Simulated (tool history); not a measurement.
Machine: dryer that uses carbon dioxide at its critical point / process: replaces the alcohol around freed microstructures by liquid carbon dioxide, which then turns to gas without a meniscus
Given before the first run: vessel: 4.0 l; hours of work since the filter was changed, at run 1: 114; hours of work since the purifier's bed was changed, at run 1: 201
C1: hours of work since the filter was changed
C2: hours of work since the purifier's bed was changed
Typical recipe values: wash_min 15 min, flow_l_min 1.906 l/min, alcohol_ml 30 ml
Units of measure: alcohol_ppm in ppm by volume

{"run": 1, "hour": 0.0, "wash_min": 15, "flow_l_min": 1.906, "alcohol_ml": 30, "C1": 114, "C2": 201, "alcohol_ppm": 94}
{"run": 2, "hour": 71.9, "wash_min": 15, "flow_l_min": 1.906, "alcohol_ml": 30, "C1": 149, "C2": 236, "alcohol_ppm": 112}
{"run": 3, "hour": 128.7, "wash_min": 15, "flow_l_min": 1.906, "alcohol_ml": 30, "C1": 178, "C2": 265, "alcohol_ppm": 118}
{"run": 4, "hour": 183.4, "wash_min": 15, "flow_l_min": 1.906, "alcohol_ml": 30, "C1": 205, "C2": 292, "alcohol_ppm": 137}
{"run": 5, "hour": 253.1, "wash_min": 15, "flow_l_min": 1.58, "alcohol_ml": 30, "C1": 239, "C2": 326, "alcohol_ppm": 178}
{"hour": 310.6, "done": "inlet filter changed"}
{"run": 6, "hour": 319.2, "wash_min": 15, "flow_l_min": 1.58, "alcohol_ml": 30, "C1": 4, "C2": 359, "alcohol_ppm": 162}
{"run": 7, "hour": 387.9, "wash_min": 15, "flow_l_min": 2.99, "alcohol_ml": 30, "C1": 38, "C2": 393, "alcohol_ppm": 149}
{"run": 8, "hour": 442.9, "wash_min": 15, "flow_l_min": 1.906, "alcohol_ml": 30, "C1": 66, "C2": 420, "alcohol_ppm": 168}
{"run": 9, "hour": 480.3, "wash_min": 15, "flow_l_min": 1.906, "alcohol_ml": 30, "C1": 84, "C2": 439, "alcohol_ppm": 172}
{"run": 10, "hour": 531.6, "wash_min": 15, "flow_l_min": 1.906, "alcohol_ml": 30, "C1": 110, "C2": 464, "alcohol_ppm": 190}
{"run": 11, "hour": 569.7, "wash_min": 15, "flow_l_min": 1.906, "alcohol_ml": 30, "C1": 129, "C2": 483, "alcohol_ppm": 203}
{"run": 12, "hour": 620.4, "wash_min": 15, "flow_l_min": 1.906, "alcohol_ml": 30, "C1": 154, "C2": 508, "alcohol_ppm": 198}
{"run": 13, "hour": 650.8, "wash_min": 15, "flow_l_min": 1.906, "alcohol_ml": 30, "C1": 169, "C2": 523, "alcohol_ppm": 214}
{"run": 14, "hour": 719.1, "wash_min": 15, "flow_l_min": 1.906, "alcohol_ml": 50, "C1": 203, "C2": 557, "alcohol_ppm": 242}
{"run": 15, "hour": 761.0, "wash_min": 15, "flow_l_min": 1.906, "alcohol_ml": 50, "C1": 224, "C2": 578, "alcohol_ppm": 245}
{"run": 16, "hour": 829.3, "wash_min": 12, "flow_l_min": 1.65, "alcohol_ml": 100, "C1": 258, "C2": 612, "alcohol_ppm": 606}
{"hour": 846.5, "done": "inlet filter changed"}
{"run": 17, "hour": 873.0, "wash_min": 11, "flow_l_min": 1.906, "alcohol_ml": 30, "C1": 13, "C2": 633, "alcohol_ppm": 317}
{"hour": 910.1, "done": "purifier's bed changed"}
{"run": 18, "hour": 915.2, "wash_min": 11, "flow_l_min": 1.906, "alcohol_ml": 30, "C1": 33, "C2": 3, "alcohol_ppm": 60}
{"run": 19, "hour": 979.8, "wash_min": 10, "flow_l_min": 1.38, "alcohol_ml": 30, "C1": 65, "C2": 35, "alcohol_ppm": 324}
{"run": 20, "hour": 1043.0, "wash_min": 10, "flow_l_min": 1.38, "alcohol_ml": 30, "C1": 96, "C2": 66, "alcohol_ppm": 359}
{"run": 21, "hour": 1078.9, "wash_min": 15, "flow_l_min": 2.22, "alcohol_ml": 77, "C1": 114, "C2": 84, "alcohol_ppm": 50}
{"run": 22, "hour": 1131.5, "wash_min": 21, "flow_l_min": 2.58, "alcohol_ml": 42, "C1": 140, "C2": 110, "alcohol_ppm": 43}
{"run": 23, "hour": 1176.7, "wash_min": 22, "flow_l_min": 2.78, "alcohol_ml": 30, "C1": 162, "C2": 132, "alcohol_ppm": 51}
{"run": 24, "hour": 1237.3, "wash_min": 10, "flow_l_min": 1.906, "alcohol_ml": 30, "C1": 193, "C2": 162, "alcohol_ppm": 187}
{"run": 25, "hour": 1281.5, "wash_min": 10, "flow_l_min": 1.906, "alcohol_ml": 30, "C1": 214, "C2": 184, "alcohol_ppm": 190}
{"run": 26, "hour": 1320.0, "wash_min": 14, "flow_l_min": 1.906, "alcohol_ml": 119, "C1": 234, "C2": 204, "alcohol_ppm": 177}
{"run": 27, "hour": 1355.8, "wash_min": 20, "flow_l_min": 1.17, "alcohol_ml": 78, "C1": 251, "C2": 221, "alcohol_ppm": 210}
{"hour": 1386.4, "done": "inlet filter changed"}
{"run": 28, "hour": 1421.6, "wash_min": 20, "flow_l_min": 1.17, "alcohol_ml": 78, "C1": 17, "C2": 253, "alcohol_ppm": 175}
{"run": 29, "hour": 1488.5, "wash_min": 13, "flow_l_min": 1.16, "alcohol_ml": 72, "C1": 51, "C2": 287, "alcohol_ppm": 658}

3 options for the next run, each taken on its own from the tool as it stands now. Forecast them:
{"run": "A", "hour": 1531.9, "wash_min": 18, "flow_l_min": 2.9, "alcohol_ml": 98, "C1": 72, "C2": 308, "alcohol_ppm": "?"}
{"run": "B", "hour": 1531.9, "wash_min": 13, "flow_l_min": 2.09, "alcohol_ml": 79, "C1": 72, "C2": 308, "alcohol_ppm": "?"}
{"run": "C", "hour": 1531.9, "wash_min": 14, "flow_l_min": 1.16, "alcohol_ml": 43, "C1": 72, "C2": 308, "alcohol_ppm": "?"}

run=A alcohol_ppm=121
run=B alcohol_ppm=164
run=C alcohol_ppm=364
With no hidden state in the tool, these same runs would have given:
run=A alcohol_ppm=7
run=B alcohol_ppm=42
run=C alcohol_ppm=225

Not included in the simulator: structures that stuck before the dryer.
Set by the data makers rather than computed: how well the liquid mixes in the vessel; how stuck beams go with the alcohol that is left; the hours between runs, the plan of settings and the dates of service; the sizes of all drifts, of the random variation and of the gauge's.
